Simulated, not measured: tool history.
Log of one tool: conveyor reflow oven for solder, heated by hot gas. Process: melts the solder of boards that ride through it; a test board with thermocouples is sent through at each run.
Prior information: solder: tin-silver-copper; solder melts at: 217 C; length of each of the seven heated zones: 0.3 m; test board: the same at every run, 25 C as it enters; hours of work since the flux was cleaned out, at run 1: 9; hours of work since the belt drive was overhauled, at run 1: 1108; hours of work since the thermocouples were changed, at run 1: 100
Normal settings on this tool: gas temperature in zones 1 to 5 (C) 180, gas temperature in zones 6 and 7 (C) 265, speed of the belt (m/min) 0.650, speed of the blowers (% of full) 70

run	day	gas temperature in zones 1 to 5 (C)	gas temperature in zones 6 and 7 (C)	speed of the belt (m/min)	speed of the blowers (% of full)	hours of work since the flux was cleaned out	hours of work since the belt drive was overhauled	hours of work since the thermocouples were changed	highest temperature of the board (C)	time above the solder's melting point (s)
1	0.000	180	265	0.650	70	9	1108	100	246.4	38.9
2	1.592	180	265	0.650	70	33	1131	123	246.4	38.9
3	3.358	180	265	0.650	64	58	1157	149	244.2	37.2
4	5.421	180	265	0.650	64	89	1187	179	244.5	37.4
5	6.812	180	265	0.650	70	109	1207	199	246.7	38.8
6	9.625	180	265	0.766	70	150	1248	240	240.8	28.3
7	11.267	180	265	0.746	70	174	1272	264	241.7	30.1
8	12.858	180	265	0.650	61	197	1296	287	243.2	35.8
9	15.375	180	255	0.650	70	234	1332	324	238.4	33.3
# day 16.812: flux residue cleaned out of gas plates and filters
10	17.608	174	265	0.650	70	12	1362	354	245.3	36.5

For run 11, what comes out?
11	19.221	180	265	0.650	70	35	1385	377	?	?

Run 11 measured highest temperature of the board (C) 247.1, time above the solder's melting point (s) 38.9.
With the hidden condition absent and the run-to-run variation left alone, this run would have shown highest temperature of the board (C) 247.1, time above the solder's melting point (s) 38.8.
